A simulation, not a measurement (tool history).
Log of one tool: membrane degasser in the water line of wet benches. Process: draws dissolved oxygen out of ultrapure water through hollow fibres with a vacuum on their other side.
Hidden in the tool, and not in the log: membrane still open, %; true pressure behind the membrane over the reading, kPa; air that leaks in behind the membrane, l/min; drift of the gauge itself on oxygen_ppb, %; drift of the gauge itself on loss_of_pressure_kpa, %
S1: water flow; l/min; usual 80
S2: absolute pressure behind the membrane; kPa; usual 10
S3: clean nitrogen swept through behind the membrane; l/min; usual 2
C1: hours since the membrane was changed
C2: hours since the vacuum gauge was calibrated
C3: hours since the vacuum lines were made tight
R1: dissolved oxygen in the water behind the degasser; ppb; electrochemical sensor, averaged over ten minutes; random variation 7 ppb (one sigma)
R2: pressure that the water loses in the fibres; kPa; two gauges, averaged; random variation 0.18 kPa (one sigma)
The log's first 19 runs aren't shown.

Run 20, hour 1137: usual settings but S1 61 l/min, S2 13.3 kPa, S3 2.06 l/min; C1 4278; C2 199; C3 6333. Result: R1 756.8 ppb, R2 25.94 kPa.
Run 21, hour 1195: usual settings but S1 89 l/min, S2 9.3 kPa, S3 2.53 l/min; C1 4336; C2 257; C3 6391. Result: R1 721.3 ppb, R2 37.77 kPa.
Run 22, hour 1234.3: usual settings but S1 89 l/min, S2 9.3 kPa, S3 2.53 l/min; C1 4375; C2 296; C3 6431. Result: R1 720.8 ppb, R2 38.29 kPa.
Run 23, hour 1298.2: usual settings but S1 94 l/min, S2 9.4 kPa, S3 3.47 l/min; C1 4439; C2 360; C3 6494. Result: R1 695.5 ppb, R2 40.21 kPa.
Run 24, hour 1344.1: usual settings but S2 8.9 kPa, S3 0.84 l/min; C1 4485; C2 406; C3 6540. Result: R1 1034.6 ppb, R2 34.17 kPa.
Run 25, hour 1395: usual settings but S3 3.04 l/min; C1 4536; C2 457; C3 6591. Result: R1 628.2 ppb, R2 34.51 kPa.
Run 26, hour 1449.6: usual settings but S1 94 l/min, S2 11.5 kPa, S3 2.46 l/min; C1 4590; C2 512; C3 6646. Result: R1 915.5 ppb, R2 40.3 kPa.
Run 27, hour 1528.7: usual settings but S1 83 l/min, S2 12.6 kPa, S3 2.46 l/min; C1 4669; C2 591; C3 6725. Result: R1 881.8 ppb, R2 35.47 kPa.
Run 28, hour 1609.7: usual settings but S1 77 l/min, S2 12.6 kPa, S3 1.53 l/min; C1 4750; C2 672; C3 6806. Result: R1 1055.1 ppb, R2 33.18 kPa.
At hour 1636: seals of the vacuum lines changed.
Run 29, hour 1668.2: usual settings but S2 6.6 kPa, S3 4.18 l/min; C1 4807; C2 728; C3 32. Result: R1 428.1 ppb, R2 34.35 kPa.
Run 30, hour 1752.5: usual settings but S1 77 l/min, S3 0.93 l/min; C1 4891; C2 813; C3 117. Result: R1 1087.6 ppb, R2 33.25 kPa.
Run 31, hour 1826.9: usual settings but S1 83 l/min, S2 10.8 kPa, S3 1.31 l/min; C1 4966; C2 887; C3 191. Result: R1 1058.2 ppb, R2 35.37 kPa.

Forecast each of these 3 alternatives for the next run:
Run A, hour 1893.2: usual settings but S1 83 l/min, S2 12.2 kPa, S3 4.64 l/min; C1 5032; C2 953; C3 257. Result: R1 ?, R2 ?.
Run B, hour 1893.2: usual settings but S2 11.2 kPa; C1 5032; C2 953; C3 257. Result: R1 ?, R2 ?.
Run C, hour 1893.2: usual settings but S1 103 l/min; C1 5032; C2 953; C3 257. Result: R1 ?, R2 ?.

run      R1     R2
  A   630.8  35.73
  B   861.2  34.48
  C  1006.6   44.4
Without the tool's hidden state the same runs would have given:
run     R1     R2
  A  591.5  34.27
  B  822.6  33.08
  C  956.8   42.6
